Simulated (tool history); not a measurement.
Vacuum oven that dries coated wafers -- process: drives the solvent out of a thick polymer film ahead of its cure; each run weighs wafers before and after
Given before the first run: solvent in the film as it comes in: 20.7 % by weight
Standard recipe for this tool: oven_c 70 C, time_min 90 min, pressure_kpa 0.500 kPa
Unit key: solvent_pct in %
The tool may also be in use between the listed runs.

| run | hour | oven_c | time_min | pressure_kpa | solvent_pct |
|---|---|---|---|---|---|
| 1 | 0.0 | 70 | 90 | 0.500 | 1.12 |
| 2 | 15.9 | 70 | 90 | 0.500 | 1.19 |
| 3 | 48.1 | 70 | 90 | 0.500 | 1.16 |
| 4 | 79.4 | 70 | 90 | 0.500 | 1.13 |
| 5 | 99.7 | 70 | 134 | 0.500 | 0.66 |
| 6 | 131.4 | 70 | 134 | 0.500 | 0.66 |
| 7 | 159.3 | 70 | 90 | 0.500 | 1.15 |
| 8 | 183.6 | 70 | 90 | 0.500 | 1.12 |
| 9 | 215.4 | 70 | 90 | 0.500 | 1.13 |
| 10 | 247.8 | 70 | 90 | 0.500 | 1.11 |
| 11 | 271.5 | 70 | 90 | 0.500 | 1.16 |
| 12 | 300.4 | 70 | 90 | 0.500 | 1.19 |
| 13 | 329.6 | 70 | 90 | 0.500 | 1.17 |
| 14 | 354.9 | 70 | 90 | 0.500 | 1.07 |
| 15 | 371.7 | 70 | 90 | 0.500 | 1.16 |
| 16 | 390.5 | 70 | 75 | 0.500 | 1.59 |
| 17 | 421.1 | 70 | 75 | 0.500 | 1.60 |
| 18 | 443.8 | 70 | 90 | 1.064 | 1.74 |
| 19 | 469.2 | 70 | 64 | 0.500 | 2.13 |
| 20 | 483.1 | 70 | 103 | 0.500 | 0.97 |
| 21 | 499.6 | 79 | 103 | 0.500 | 0.40 |
| 22 | 527.9 | 74 | 90 | 0.500 | 0.71 |
| 23 | 558.0 | 74 | 90 | 0.500 | 0.74 |
| 24 | 575.2 | 72 | 52 | 0.783 | 2.61 |
| 25 | 595.3 | 56 | 87 | 0.276 | 4.98 |
| 26 | 623.4 | 70 | 72 | 0.500 | 1.72 |
| 27 | 643.8 | 70 | 72 | 0.500 | 1.75 |
| 28 | 670.9 | 76 | 60 | 0.338 | 1.02 |
| 29 | 688.6 | 68 | 131 | 0.345 | 0.66 |
| 30 | 702.5 | 63 | 90 | 0.834 | 3.06 |
| 31 | 732.2 | 58 | 71 | 0.412 | 5.59 |
| 32 | 747.2 | 74 | 90 | 1.675 | 1.67 |
| 33 | 763.3 | 70 | 108 | 0.500 | 0.80 |
| 34 | 791.3 | 70 | 108 | 0.500 | 0.80 |
| 35 | 806.7 | 75 | 78 | 0.421 | 0.72 |
| 36 | 824.4 | 75 | 78 | 0.421 | 0.68 |
| 37 | 844.1 | 70 | 61 | 1.120 | 2.94 |
| 38 | 865.4 | 57 | 134 | 0.500 | 2.85 |
| 39 | 880.8 | 70 | 90 | 0.553 | 1.19 |
| 40 | 909.0 | 70 | 132 | 1.103 | 1.27 |
| 41 | 934.5 | 70 | 132 | 1.103 | 1.28 |
| 42 | 962.3 | 70 | 61 | 1.103 | 2.88 |
| 43 | 983.8 | 67 | 47 | 0.761 | 4.78 |
| 44 | 997.5 | 74 | 79 | 1.501 | 1.70 |
| 45 | 1016.6 | 56 | 148 | 0.355 | 2.52 |
| 46 | 1046.8 | 57 | 76 | 1.325 | 6.86 |

3 ways to go on from here, each from the tool as it stands after run 46. What would each give?
| A | 1078.3 | 74 | 56 | 1.214 | ? |
| B | 1078.3 | 57 | 76 | 0.378 | ? |
| C | 1078.3 | 56 | 84 | 1.687 | ? |

| run | solvent_pct |
|---|---|
| A | 2.22 |
| B | 5.50 |
| C | 7.26 |
Stripped of hidden state, with their random variation kept, the same runs would have yielded:
| run | solvent_pct |
|---|---|
| A | 2.23 |
| B | 5.51 |
| C | 7.27 |
